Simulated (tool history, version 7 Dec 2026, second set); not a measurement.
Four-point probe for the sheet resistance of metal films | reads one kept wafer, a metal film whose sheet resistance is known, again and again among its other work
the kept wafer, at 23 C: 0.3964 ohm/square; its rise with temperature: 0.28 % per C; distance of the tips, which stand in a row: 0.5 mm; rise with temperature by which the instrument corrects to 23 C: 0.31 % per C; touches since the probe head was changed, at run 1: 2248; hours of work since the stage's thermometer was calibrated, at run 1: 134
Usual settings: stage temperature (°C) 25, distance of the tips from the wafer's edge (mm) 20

| run | day | stage temperature (°C) | distance of the tips from the wafer's edge (mm) | touches since the probe head was changed | hours of work since the stage's thermometer was calibrated | sheet resistance as the instrument gives it (ohm/square) |
|---|---|---|---|---|---|---|
| 1 | 0 | 25 | 20 | 2248 | 134 | 0.396304 |
| 2 | 0.954 | 25 | 20 | 2834 | 144 | 0.39637 |
| 3 | 1.7 | 25 | 20 | 3292 | 152 | 0.396329 |
| 4 | 2.158 | 25 | 20 | 3574 | 156 | 0.396437 |
| 5 | 3.058 | 25 | 20 | 4125 | 166 | 0.396311 |
| 6 | 3.512 | 25 | 20 | 4404 | 171 | 0.396291 |
| 7 | 4.433 | 25 | 20 | 4970 | 180 | 0.396346 |
| 8 | 5.067 | 19 | 70 | 5357 | 187 | 0.39693 |

Forecast run 9:
| 9 | 5.833 | 19 | 70 | 5827 | 195 | ? |

sheet resistance as the instrument gives it (ohm/square): 0.396761
Without the tool's hidden state the same run would have given sheet resistance as the instrument gives it (ohm/square) 0.396747.
